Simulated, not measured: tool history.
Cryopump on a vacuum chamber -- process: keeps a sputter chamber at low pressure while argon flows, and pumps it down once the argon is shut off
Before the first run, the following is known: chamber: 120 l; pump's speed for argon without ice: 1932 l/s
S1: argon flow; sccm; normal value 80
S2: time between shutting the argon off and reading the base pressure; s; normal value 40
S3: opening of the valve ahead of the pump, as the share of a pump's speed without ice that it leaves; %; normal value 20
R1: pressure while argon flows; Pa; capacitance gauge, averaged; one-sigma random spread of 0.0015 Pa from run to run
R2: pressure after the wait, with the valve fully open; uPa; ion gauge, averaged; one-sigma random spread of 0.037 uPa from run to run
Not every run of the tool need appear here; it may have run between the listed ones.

{"run": 1, "day": 0.0, "S1": 80, "S2": 40, "S3": 20, "R1": 0.3578, "R2": 2.71}
{"run": 2, "day": 0.6, "S1": 80, "S2": 40, "S3": 20, "R1": 0.3555, "R2": 2.75}
{"run": 3, "day": 1.704, "S1": 80, "S2": 40, "S3": 20, "R1": 0.357, "R2": 2.76}
{"run": 4, "day": 2.658, "S1": 80, "S2": 21, "S3": 20, "R1": 0.3604, "R2": 4.46}
{"run": 5, "day": 4.0, "S1": 80, "S2": 40, "S3": 20, "R1": 0.36, "R2": 2.72}
{"run": 6, "day": 4.829, "S1": 80, "S2": 40, "S3": 20, "R1": 0.3558, "R2": 2.72}
{"run": 7, "day": 6.058, "S1": 80, "S2": 40, "S3": 20, "R1": 0.3582, "R2": 2.72}
{"run": 8, "day": 7.171, "S1": 80, "S2": 40, "S3": 20, "R1": 0.3604, "R2": 2.78}
{"run": 9, "day": 8.433, "S1": 80, "S2": 40, "S3": 20, "R1": 0.3583, "R2": 2.75}
{"run": 10, "day": 9.242, "S1": 80, "S2": 40, "S3": 20, "R1": 0.3621, "R2": 2.82}
{"run": 11, "day": 10.154, "S1": 80, "S2": 40, "S3": 20, "R1": 0.3608, "R2": 2.83}
{"run": 12, "day": 11.35, "S1": 53, "S2": 40, "S3": 20, "R1": 0.2387, "R2": 2.77}
{"run": 13, "day": 12.504, "S1": 53, "S2": 40, "S3": 20, "R1": 0.2394, "R2": 2.78}
{"run": 14, "day": 13.3, "S1": 80, "S2": 40, "S3": 20, "R1": 0.3623, "R2": 2.89}
{"run": 15, "day": 14.438, "S1": 80, "S2": 40, "S3": 20, "R1": 0.3623, "R2": 2.82}
{"run": 16, "day": 15.404, "S1": 128, "S2": 40, "S3": 20, "R1": 0.5817, "R2": 2.96}
{"run": 17, "day": 16.162, "S1": 128, "S2": 40, "S3": 20, "R1": 0.585, "R2": 2.86}
{"run": 18, "day": 17.108, "S1": 33, "S2": 134, "S3": 18, "R1": 0.1674, "R2": 1.54}
{"run": 19, "day": 18.096, "S1": 33, "S2": 134, "S3": 18, "R1": 0.1675, "R2": 1.56}
{"run": 20, "day": 19.288, "S1": 120, "S2": 144, "S3": 18, "R1": 0.6055, "R2": 1.52}
{"run": 21, "day": 20.192, "S1": 63, "S2": 29, "S3": 56, "R1": 0.1119, "R2": 3.71}
{"run": 22, "day": 21.046, "S1": 104, "S2": 71, "S3": 17, "R1": 0.5579, "R2": 2.05}
{"run": 23, "day": 21.704, "S1": 47, "S2": 40, "S3": 15, "R1": 0.2856, "R2": 2.98}
{"run": 24, "day": 22.471, "S1": 47, "S2": 40, "S3": 15, "R1": 0.2828, "R2": 2.97}
{"run": 25, "day": 23.783, "S1": 45, "S2": 37, "S3": 16, "R1": 0.2553, "R2": 3.05}
{"run": 26, "day": 24.379, "S1": 86, "S2": 270, "S3": 25, "R1": 0.3232, "R2": 1.31}
{"run": 27, "day": 25.654, "S1": 92, "S2": 287, "S3": 33, "R1": 0.266, "R2": 1.28}
{"run": 28, "day": 26.796, "S1": 80, "S2": 94, "S3": 20, "R1": 0.3718, "R2": 1.86}
{"run": 29, "day": 27.562, "S1": 80, "S2": 40, "S3": 31, "R1": 0.2441, "R2": 3.03}
{"run": 30, "day": 28.633, "S1": 80, "S2": 22, "S3": 22, "R1": 0.3375, "R2": 4.61}
{"run": 31, "day": 29.679, "S1": 78, "S2": 40, "S3": 23, "R1": 0.3154, "R2": 2.99}
{"run": 32, "day": 30.492, "S1": 78, "S2": 40, "S3": 23, "R1": 0.2969, "R2": 2.84}
{"run": 33, "day": 31.108, "S1": 78, "S2": 40, "S3": 23, "R1": 0.2991, "R2": 2.83}

Taken out of this log: 1 entry between the listed runs. Where each belongs, and how the hidden state differs across it:
Between runs 31 and 32: pump warmed up, emptied and cooled again (day 30.475)
  pump's speed, % of a pump's without ice: 77 -> 99.6; leak into the chamber, uPa l/s: 1622 -> 1628
  measured result minus the result with no hidden state, R1: +0.0211 -> +0.0009 Pa; R2: +0.93 -> +0.71 uPa
